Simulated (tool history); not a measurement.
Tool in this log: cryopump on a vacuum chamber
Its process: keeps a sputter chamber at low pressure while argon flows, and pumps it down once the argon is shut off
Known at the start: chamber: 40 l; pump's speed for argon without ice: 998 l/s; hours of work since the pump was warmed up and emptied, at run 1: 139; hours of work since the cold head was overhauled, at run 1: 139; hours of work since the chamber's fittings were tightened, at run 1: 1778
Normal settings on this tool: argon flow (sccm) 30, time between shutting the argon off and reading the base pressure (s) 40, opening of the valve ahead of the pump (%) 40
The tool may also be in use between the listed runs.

| run | day | argon flow (sccm) | time between shutting the argon off and reading the base pressure (s) | opening of the valve ahead of the pump (%) | hours of work since the pump was warmed up and emptied | hours of work since the cold head was overhauled | hours of work since the chamber's fittings were tightened | pressure while argon flows (Pa) | pressure after the wait (uPa) |
|---|---|---|---|---|---|---|---|---|---|
| 1 | 0 | 30 | 40 | 40 | 139 | 139 | 1778 | 0.1296 | 2.61 |
| 2 | 2.275 | 30 | 40 | 40 | 177 | 177 | 1817 | 0.1305 | 2.6 |
| 3 | 4.875 | 30 | 40 | 40 | 222 | 222 | 1861 | 0.1315 | 2.71 |
| 4 | 7.033 | 30 | 40 | 16 | 258 | 258 | 1898 | 0.3246 | 2.76 |
| 5 | 8.996 | 30 | 40 | 16 | 291 | 291 | 1931 | 0.3233 | 2.78 |
| 6 | 11.442 | 30 | 27 | 40 | 333 | 333 | 1973 | 0.1324 | 3.39 |
| 7 | 14.383 | 30 | 40 | 46 | 383 | 383 | 2023 | 0.1163 | 2.97 |
| 8 | 17.075 | 30 | 40 | 46 | 429 | 429 | 2068 | 0.1192 | 2.95 |
| 9 | 19.054 | 30 | 40 | 31 | 462 | 462 | 2102 | 0.173 | 3.02 |
| 10 | 21.417 | 30 | 82 | 40 | 502 | 502 | 2142 | 0.1358 | 2.59 |
| 11 | 22.862 | 30 | 40 | 40 | 527 | 527 | 2167 | 0.1372 | 3.14 |
| 12 | 24.629 | 30 | 40 | 40 | 557 | 557 | 2197 | 0.1372 | 3.17 |
| 13 | 26.746 | 30 | 40 | 40 | 593 | 593 | 2233 | 0.1398 | 3.26 |
|  | 28.779 | leaking fittings of the chamber tightened, without venting |
| 14 | 28.779 | 30 | 40 | 56 | 626 | 626 | 0 | 0.1032 | 1.45 |
| 15 | 31.962 | 30 | 40 | 56 | 680 | 680 | 54 | 0.1058 | 1.49 |
| 16 | 33.892 | 30 | 169 | 40 | 713 | 713 | 87 | 0.1425 | 0.76 |
|  | 35.767 | pump warmed up, emptied and cooled again |
| 17 | 35.767 | 30 | 40 | 56 | 0 | 741 | 115 | 0.0919 | 1.45 |
| 18 | 37.742 | 30 | 40 | 40 | 34 | 775 | 149 | 0.1297 | 1.51 |
| 19 | 39.383 | 37 | 59 | 40 | 61 | 802 | 176 | 0.1574 | 1.11 |
| 20 | 41.292 | 22 | 32 | 40 | 94 | 835 | 209 | 0.0952 | 1.76 |
| 21 | 43.671 | 38 | 40 | 17 | 134 | 875 | 249 | 0.3786 | 1.57 |
| 22 | 47.079 | 60 | 253 | 40 | 192 | 933 | 307 | 0.2601 | 0.75 |
| 23 | 49.088 | 30 | 272 | 40 | 226 | 967 | 341 | 0.1319 | 0.75 |
| 24 | 52.467 | 30 | 272 | 40 | 284 | 1025 | 399 | 0.1324 | 0.82 |
| 25 | 55.371 | 30 | 272 | 40 | 333 | 1074 | 448 | 0.1318 | 0.85 |
| 26 | 57.596 | 30 | 272 | 40 | 371 | 1112 | 486 | 0.1338 | 0.87 |
| 27 | 61.017 | 31 | 272 | 42 | 429 | 1170 | 544 | 0.1324 | 0.95 |
| 28 | 64.15 | 31 | 272 | 42 | 482 | 1223 | 597 | 0.1343 | 0.95 |
| 29 | 67.446 | 30 | 90 | 47 | 538 | 1279 | 653 | 0.1178 | 1.4 |
| 30 | 70.062 | 55 | 167 | 40 | 582 | 1323 | 697 | 0.254 | 1.2 |
| 31 | 72.583 | 35 | 30 | 40 | 625 | 1366 | 740 | 0.1632 | 2.4 |
| 32 | 75.367 | 16 | 28 | 40 | 672 | 1413 | 787 | 0.0751 | 2.54 |
| 33 | 76.925 | 16 | 50 | 40 | 699 | 1440 | 814 | 0.0747 | 1.95 |
|  | 79.558 | pump warmed up, emptied and cooled again |
| 34 | 80.104 | 17 | 82 | 50 | 9 | 1490 | 864 | 0.0585 | 1.45 |
| 35 | 82.725 | 30 | 275 | 29 | 54 | 1535 | 909 | 0.1768 | 1.09 |

Forecast each of these 3 alternatives for the next run:
| A | 84.825 | 18 | 40 | 18 | 89 | 1570 | 944 | ? | ? |
| B | 84.825 | 23 | 40 | 40 | 89 | 1570 | 944 | ? | ? |
| C | 84.825 | 30 | 30 | 49 | 89 | 1570 | 944 | ? | ? |

| run | pressure while argon flows (Pa) | pressure after the wait (uPa) |
|---|---|---|
| A | 0.17 | 2.1 |
| B | 0.0996 | 2 |
| C | 0.1066 | 2.4 |
What these runs would have given with no unlogged condition in the tool:
| run | pressure while argon flows (Pa) | pressure after the wait (uPa) |
|---|---|---|
| A | 0.1682 | 1.39 |
| B | 0.0972 | 1.32 |
| C | 0.1035 | 1.71 |
